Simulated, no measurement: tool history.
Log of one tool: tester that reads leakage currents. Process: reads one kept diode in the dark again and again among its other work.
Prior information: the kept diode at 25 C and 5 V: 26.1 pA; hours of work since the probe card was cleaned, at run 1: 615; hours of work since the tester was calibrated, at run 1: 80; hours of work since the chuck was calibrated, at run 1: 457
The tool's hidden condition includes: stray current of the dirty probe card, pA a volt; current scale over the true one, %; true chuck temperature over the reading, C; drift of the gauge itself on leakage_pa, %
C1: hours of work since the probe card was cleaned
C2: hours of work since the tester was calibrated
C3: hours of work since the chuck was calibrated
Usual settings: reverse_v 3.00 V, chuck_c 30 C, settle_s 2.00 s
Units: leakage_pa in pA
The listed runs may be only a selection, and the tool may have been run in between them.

run 1 day=0.000 | reverse_v=3.00 chuck_c=30 settle_s=2.00 | C1=615 C2=80 C3=457 | leakage_pa=32.79
run 2 day=1.429 | reverse_v=3.00 chuck_c=30 settle_s=2.00 | C1=635 C2=101 C3=477 | leakage_pa=32.64
run 3 day=2.471 | reverse_v=3.00 chuck_c=30 settle_s=2.00 | C1=650 C2=116 C3=492 | leakage_pa=32.75
run 4 day=3.754 | reverse_v=3.00 chuck_c=30 settle_s=2.00 | C1=669 C2=134 C3=511 | leakage_pa=32.62
run 5 day=5.304 | reverse_v=3.00 chuck_c=30 settle_s=2.00 | C1=691 C2=156 C3=533 | leakage_pa=32.76
run 6 day=6.383 | reverse_v=3.00 chuck_c=30 settle_s=2.00 | C1=707 C2=172 C3=549 | leakage_pa=32.49
run 7 day=7.154 | reverse_v=3.00 chuck_c=30 settle_s=2.00 | C1=718 C2=183 C3=560 | leakage_pa=32.58
run 8 day=8.567 | reverse_v=2.72 chuck_c=30 settle_s=2.00 | C1=738 C2=203 C3=580 | leakage_pa=31.38
run 9 day=10.096 | reverse_v=2.72 chuck_c=30 settle_s=2.00 | C1=760 C2=225 C3=602 | leakage_pa=31.09
run 10 day=11.358 | reverse_v=1.20 chuck_c=30 settle_s=2.00 | C1=778 C2=243 C3=620 | leakage_pa=23.04
run 11 day=12.817 | reverse_v=1.20 chuck_c=30 settle_s=2.00 | C1=799 C2=264 C3=641 | leakage_pa=22.92
run 12 day=13.642 | reverse_v=1.20 chuck_c=30 settle_s=2.00 | C1=811 C2=276 C3=653 | leakage_pa=22.91
run 13 day=15.208 | reverse_v=3.00 chuck_c=30 settle_s=2.00 | C1=833 C2=299 C3=675 | leakage_pa=32.16
run 14 day=15.900 | reverse_v=3.00 chuck_c=30 settle_s=2.00 | C1=843 C2=308 C3=685 | leakage_pa=32.31
run 15 day=17.042 | reverse_v=3.00 chuck_c=30 settle_s=2.00 | C1=860 C2=325 C3=702 | leakage_pa=32.27
-- day=17.262 probe card cleaned and baked
run 16 day=18.638 | reverse_v=3.00 chuck_c=30 settle_s=2.00 | C1=20 C2=346 C3=723 | leakage_pa=32.62
run 17 day=19.825 | reverse_v=3.00 chuck_c=30 settle_s=2.00 | C1=37 C2=363 C3=740 | leakage_pa=32.55
run 18 day=21.329 | reverse_v=3.00 chuck_c=30 settle_s=2.00 | C1=58 C2=385 C3=762 | leakage_pa=32.46
run 19 day=22.821 | reverse_v=3.00 chuck_c=30 settle_s=2.00 | C1=80 C2=406 C3=783 | leakage_pa=32.48
run 20 day=23.588 | reverse_v=3.00 chuck_c=30 settle_s=2.00 | C1=91 C2=417 C3=794 | leakage_pa=32.57
-- day=24.083 chuck's temperature calibrated
run 21 day=24.912 | reverse_v=3.00 chuck_c=30 settle_s=1.35 | C1=109 C2=435 C3=12 | leakage_pa=35.76
run 22 day=26.138 | reverse_v=1.07 chuck_c=30 settle_s=2.70 | C1=126 C2=453 C3=30 | leakage_pa=24.02
-- day=27.012 probe card cleaned and baked, once more
run 23 day=27.550 | reverse_v=1.07 chuck_c=30 settle_s=2.70 | C1=8 C2=471 C3=48 | leakage_pa=23.21
run 24 day=28.308 | reverse_v=1.07 chuck_c=30 settle_s=2.70 | C1=19 C2=482 C3=59 | leakage_pa=23.33
run 25 day=29.425 | reverse_v=1.86 chuck_c=45 settle_s=2.70 | C1=35 C2=498 C3=75 | leakage_pa=91.78
run 26 day=30.200 | reverse_v=1.86 chuck_c=45 settle_s=2.70 | C1=46 C2=509 C3=86 | leakage_pa=91.65
run 27 day=31.038 | reverse_v=1.73 chuck_c=43 settle_s=1.12 | C1=58 C2=521 C3=98 | leakage_pa=76.95
run 28 day=32.304 | reverse_v=2.58 chuck_c=20 settle_s=4.88 | C1=76 C2=539 C3=116 | leakage_pa=13.30
run 29 day=33.912 | reverse_v=1.64 chuck_c=42 settle_s=0.94 | C1=99 C2=563 C3=139 | leakage_pa=70.05
run 30 day=34.962 | reverse_v=1.64 chuck_c=42 settle_s=0.94 | C1=114 C2=578 C3=155 | leakage_pa=69.48
run 31 day=35.646 | reverse_v=1.64 chuck_c=33 settle_s=0.49 | C1=124 C2=587 C3=164 | leakage_pa=34.67
run 32 day=36.717 | reverse_v=3.27 chuck_c=33 settle_s=0.52 | C1=139 C2=603 C3=180 | leakage_pa=44.36
run 33 day=38.154 | reverse_v=1.27 chuck_c=41 settle_s=3.08 | C1=160 C2=623 C3=200 | leakage_pa=58.26
run 34 day=39.692 | reverse_v=12.25 chuck_c=30 settle_s=2.00 | C1=182 C2=646 C3=223 | leakage_pa=55.32
run 35 day=40.404 | reverse_v=3.00 chuck_c=24 settle_s=2.00 | C1=192 C2=656 C3=233 | leakage_pa=20.02
run 36 day=41.729 | reverse_v=6.98 chuck_c=24 settle_s=1.75 | C1=211 C2=675 C3=252 | leakage_pa=27.67
run 37 day=42.650 | reverse_v=6.98 chuck_c=33 settle_s=0.65 | C1=225 C2=688 C3=265 | leakage_pa=57.93
run 38 day=43.904 | reverse_v=15.58 chuck_c=30 settle_s=2.00 | C1=243 C2=706 C3=283 | leakage_pa=60.66
run 39 day=44.821 | reverse_v=3.00 chuck_c=26 settle_s=1.55 | C1=256 C2=719 C3=296 | leakage_pa=23.62

Describe how what the log doesn't record of the tool's condition differs between the last listed run preceding each entry between runs and the first listed run following it.
Runs 15 to 16: probe card cleaned and baked (day 17.262)
  stray current of the dirty probe card, pA a volt: 0.472 -> 0.707; true chuck temperature over the reading, C: -1.15 -> -1.19
  measured minus no-state result, leakage_pa: -1.68 -> -1.07 pA
Runs 20 to 21: chuck's temperature calibrated (day 24.083)
  stray current of the dirty probe card, pA a volt: 0.744 -> 0.753; current scale over the true one, %: 0.09 -> 0.1; true chuck temperature over the reading, C: -1.32 -> -0.1
  measured minus no-state result, leakage_pa: -1.30 -> +1.95 pA
Runs 22 to 23: probe card cleaned and baked, once more (day 27.012)
  stray current of the dirty probe card, pA a volt: 0.763 -> 0.035; true chuck temperature over the reading, C: -0.13 -> -0.16
  measured minus no-state result, leakage_pa: +0.58 -> -0.27 pA

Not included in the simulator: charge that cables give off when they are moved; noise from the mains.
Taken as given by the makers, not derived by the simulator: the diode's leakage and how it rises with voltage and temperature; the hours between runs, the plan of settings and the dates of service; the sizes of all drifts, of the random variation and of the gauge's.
